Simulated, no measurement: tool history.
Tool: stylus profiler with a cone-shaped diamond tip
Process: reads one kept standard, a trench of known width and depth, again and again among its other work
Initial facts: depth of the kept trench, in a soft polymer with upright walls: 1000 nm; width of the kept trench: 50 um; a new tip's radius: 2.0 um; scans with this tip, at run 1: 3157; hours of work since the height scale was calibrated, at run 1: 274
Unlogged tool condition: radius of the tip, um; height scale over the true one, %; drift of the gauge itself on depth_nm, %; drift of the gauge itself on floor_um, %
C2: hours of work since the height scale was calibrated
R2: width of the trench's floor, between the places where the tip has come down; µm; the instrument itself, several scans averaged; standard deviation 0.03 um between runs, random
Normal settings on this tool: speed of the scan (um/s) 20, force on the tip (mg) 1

{"run": 1, "hour": 0.0, "speed of the scan (um/s)": 20, "force on the tip (mg)": 1, "scans with this tip": 3157, "C2": 274, "depth of the trench (Å)": 10059.2, "R2": 46.13}
{"run": 2, "hour": 22.0, "speed of the scan (um/s)": 20, "force on the tip (mg)": 1, "scans with this tip": 3286, "C2": 285, "depth of the trench (Å)": 10059.1, "R2": 46.12}
{"run": 3, "hour": 58.0, "speed of the scan (um/s)": 20, "force on the tip (mg)": 1, "scans with this tip": 3498, "C2": 303, "depth of the trench (Å)": 10056, "R2": 46.07}
{"run": 4, "hour": 87.2, "speed of the scan (um/s)": 7, "force on the tip (mg)": 1, "scans with this tip": 3669, "C2": 318, "depth of the trench (Å)": 10059, "R2": 46.2}
{"run": 5, "hour": 108.4, "speed of the scan (um/s)": 7, "force on the tip (mg)": 1, "scans with this tip": 3793, "C2": 329, "depth of the trench (Å)": 10056.4, "R2": 46.21}
{"run": 6, "hour": 151.8, "speed of the scan (um/s)": 7, "force on the tip (mg)": 1, "scans with this tip": 4048, "C2": 351, "depth of the trench (Å)": 10063.7, "R2": 46.14}
{"run": 7, "hour": 187.9, "speed of the scan (um/s)": 20, "force on the tip (mg)": 1, "scans with this tip": 4260, "C2": 369, "depth of the trench (Å)": 10060.8, "R2": 46.07}
{"run": 8, "hour": 220.3, "speed of the scan (um/s)": 20, "force on the tip (mg)": 1, "scans with this tip": 4451, "C2": 386, "depth of the trench (Å)": 10058.3, "R2": 45.97}
{"run": 9, "hour": 268.0, "speed of the scan (um/s)": 20, "force on the tip (mg)": 1, "scans with this tip": 4731, "C2": 410, "depth of the trench (Å)": 10062.1, "R2": 45.94}
{"run": 10, "hour": 300.5, "speed of the scan (um/s)": 20, "force on the tip (mg)": 0.95, "scans with this tip": 4922, "C2": 427, "depth of the trench (Å)": 10064.8, "R2": 46.03}
{"run": 11, "hour": 327.4, "speed of the scan (um/s)": 20, "force on the tip (mg)": 0.95, "scans with this tip": 5080, "C2": 440, "depth of the trench (Å)": 10062.9, "R2": 45.92}
{"run": 12, "hour": 368.9, "speed of the scan (um/s)": 20, "force on the tip (mg)": 0.95, "scans with this tip": 5324, "C2": 462, "depth of the trench (Å)": 10060.3, "R2": 45.91}
{"run": 13, "hour": 401.0, "speed of the scan (um/s)": 20, "force on the tip (mg)": 0.95, "scans with this tip": 5512, "C2": 478, "depth of the trench (Å)": 10068.1, "R2": 45.94}
{"run": 14, "hour": 423.9, "speed of the scan (um/s)": 31, "force on the tip (mg)": 1, "scans with this tip": 5647, "C2": 490, "depth of the trench (Å)": 10069, "R2": 45.89}
{"run": 15, "hour": 459.6, "speed of the scan (um/s)": 20, "force on the tip (mg)": 1, "scans with this tip": 5857, "C2": 508, "depth of the trench (Å)": 10065.5, "R2": 45.88}
{"run": 16, "hour": 485.3, "speed of the scan (um/s)": 20, "force on the tip (mg)": 1, "scans with this tip": 6008, "C2": 521, "depth of the trench (Å)": 10069, "R2": 45.93}
{"run": 17, "hour": 523.8, "speed of the scan (um/s)": 20, "force on the tip (mg)": 1, "scans with this tip": 6234, "C2": 540, "depth of the trench (Å)": 10070.2, "R2": 45.93}
{"run": 18, "hour": 546.7, "speed of the scan (um/s)": 18, "force on the tip (mg)": 1.57, "scans with this tip": 6368, "C2": 552, "depth of the trench (Å)": 10088.6, "R2": 45.91}
{"run": 19, "hour": 581.8, "speed of the scan (um/s)": 11, "force on the tip (mg)": 2.35, "scans with this tip": 6575, "C2": 570, "depth of the trench (Å)": 10100.2, "R2": 45.92}
{"hour": 586.4, "done": "height scale calibrated on a step standard"}
{"run": 20, "hour": 604.9, "speed of the scan (um/s)": 13, "force on the tip (mg)": 1.35, "scans with this tip": 6707, "C2": 9, "depth of the trench (Å)": 10094, "R2": 45.9}
{"run": 21, "hour": 645.5, "speed of the scan (um/s)": 55, "force on the tip (mg)": 1.04, "scans with this tip": 6946, "C2": 30, "depth of the trench (Å)": 10079.3, "R2": 45.6}
{"run": 22, "hour": 684.5, "speed of the scan (um/s)": 17, "force on the tip (mg)": 2.06, "scans with this tip": 7175, "C2": 50, "depth of the trench (Å)": 10114.1, "R2": 45.92}
{"run": 23, "hour": 732.0, "speed of the scan (um/s)": 17, "force on the tip (mg)": 2.06, "scans with this tip": 7454, "C2": 74, "depth of the trench (Å)": 10112.8, "R2": 45.83}
{"run": 24, "hour": 770.8, "speed of the scan (um/s)": 17, "force on the tip (mg)": 2.06, "scans with this tip": 7682, "C2": 94, "depth of the trench (Å)": 10113.3, "R2": 45.92}
{"run": 25, "hour": 807.9, "speed of the scan (um/s)": 17, "force on the tip (mg)": 2.06, "scans with this tip": 7900, "C2": 113, "depth of the trench (Å)": 10110.3, "R2": 45.79}
{"run": 26, "hour": 855.3, "speed of the scan (um/s)": 17, "force on the tip (mg)": 2.06, "scans with this tip": 8178, "C2": 137, "depth of the trench (Å)": 10112.2, "R2": 45.86}
{"hour": 878.8, "done": "height scale calibrated on a step standard, once more"}
{"run": 27, "hour": 893.1, "speed of the scan (um/s)": 5, "force on the tip (mg)": 0.68, "scans with this tip": 8398, "C2": 7, "depth of the trench (Å)": 10034.6, "R2": 45.88}
{"run": 28, "hour": 913.9, "speed of the scan (um/s)": 29, "force on the tip (mg)": 0.51, "scans with this tip": 8520, "C2": 18, "depth of the trench (Å)": 10024.9, "R2": 45.51}
{"run": 29, "hour": 937.4, "speed of the scan (um/s)": 30, "force on the tip (mg)": 0.5, "scans with this tip": 8658, "C2": 30, "depth of the trench (Å)": 10029.9, "R2": 45.49}
{"run": 30, "hour": 963.8, "speed of the scan (um/s)": 30, "force on the tip (mg)": 0.5, "scans with this tip": 8813, "C2": 43, "depth of the trench (Å)": 10031.3, "R2": 45.57}
{"run": 31, "hour": 989.3, "speed of the scan (um/s)": 30, "force on the tip (mg)": 0.5, "scans with this tip": 8963, "C2": 56, "depth of the trench (Å)": 10029, "R2": 45.51}
{"run": 32, "hour": 1015.7, "speed of the scan (um/s)": 14, "force on the tip (mg)": 1.46, "scans with this tip": 9118, "C2": 70, "depth of the trench (Å)": 10065.5, "R2": 45.69}

Across each entry between runs, compare the hidden state at the last listed run before it with the hidden state at the first listed run after it:
Logged between run 19 and run 20: height scale calibrated on a step standard (hour 586.4)
  height scale over the true one, %: 0.238 -> 0.355
  measured minus no-state result, depth of the trench (Å): +24 -> +35.7; R2: -0.49 -> -0.5 µm
Logged between run 26 and run 27: height scale calibrated on a step standard, once more (hour 878.8)
  radius of the tip, um: 2.58 -> 2.59; height scale over the true one, %: 0.407 -> -0.006
  measured minus no-state result, depth of the trench (Å): +41.1 -> -0.6; R2: -0.61 -> -0.62 µm

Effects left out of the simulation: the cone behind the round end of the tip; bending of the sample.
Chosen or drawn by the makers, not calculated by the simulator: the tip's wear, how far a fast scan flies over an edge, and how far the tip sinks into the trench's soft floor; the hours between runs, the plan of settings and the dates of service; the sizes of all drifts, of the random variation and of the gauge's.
